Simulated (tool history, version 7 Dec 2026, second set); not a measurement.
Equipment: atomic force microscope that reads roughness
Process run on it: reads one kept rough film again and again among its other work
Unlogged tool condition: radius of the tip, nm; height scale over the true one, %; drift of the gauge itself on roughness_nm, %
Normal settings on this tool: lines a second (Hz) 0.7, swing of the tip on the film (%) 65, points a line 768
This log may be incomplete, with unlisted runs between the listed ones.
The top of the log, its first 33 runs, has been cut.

| run | hour | lines a second (Hz) | swing of the tip on the film (%) | points a line | pictures with this tip | hours of work since the height scale was calibrated | roughness of the kept film (nm (root mean square)) |
|---|---|---|---|---|---|---|---|
| 34 | 350.1 | 0.861 | 75 | 768 | 25 | 314 | 2.521 |
| 35 | 358.9 | 0.861 | 75 | 768 | 37 | 319 | 2.452 |
| 36 | 365.1 | 0.861 | 75 | 768 | 45 | 322 | 2.395 |
| 37 | 375.9 | 1.489 | 65 | 768 | 59 | 329 | 2.306 |
| 38 | 390 | 1.489 | 65 | 768 | 77 | 337 | 2.214 |
| 39 | 402.9 | 0.772 | 67 | 768 | 94 | 345 | 2.188 |
| 40 | 414.1 | 0.772 | 67 | 768 | 108 | 351 | 2.115 |
| 41 | 423.1 | 0.772 | 67 | 768 | 120 | 357 | 2.059 |
| 42 | 429.6 | 2.762 | 56 | 768 | 128 | 360 | 1.967 |
| 43 | 437.9 | 0.644 | 65 | 768 | 139 | 365 | 2.018 |
| 44 | 444.2 | 0.7 | 77 | 768 | 147 | 369 | 1.916 |
|  | 448.1 | new tip fitted |
| 45 | 455.2 | 2.644 | 59 | 414 | 9 | 375 | 2.609 |
| 46 | 468.3 | 1.122 | 79 | 716 | 26 | 383 | 2.433 |
| 47 | 474.1 | 1.323 | 65 | 405 | 33 | 386 | 2.508 |
| 48 | 480 | 3.375 | 72 | 396 | 41 | 390 | 2.127 |
| 49 | 490.4 | 1.119 | 71 | 909 | 54 | 396 | 2.339 |
| 50 | 504 | 1.119 | 71 | 909 | 72 | 404 | 2.268 |
| 51 | 511.2 | 0.553 | 74 | 593 | 81 | 408 | 2.23 |

Run 52 comes next. What will it give?
| 52 | 523.2 | 0.553 | 74 | 593 | 97 | 415 | ? |

roughness of the kept film (nm (root mean square)): 2.174
Were there no unlogged condition in the tool, this run, its random variation unchanged, would have produced roughness of the kept film (nm (root mean square)) 2.795.
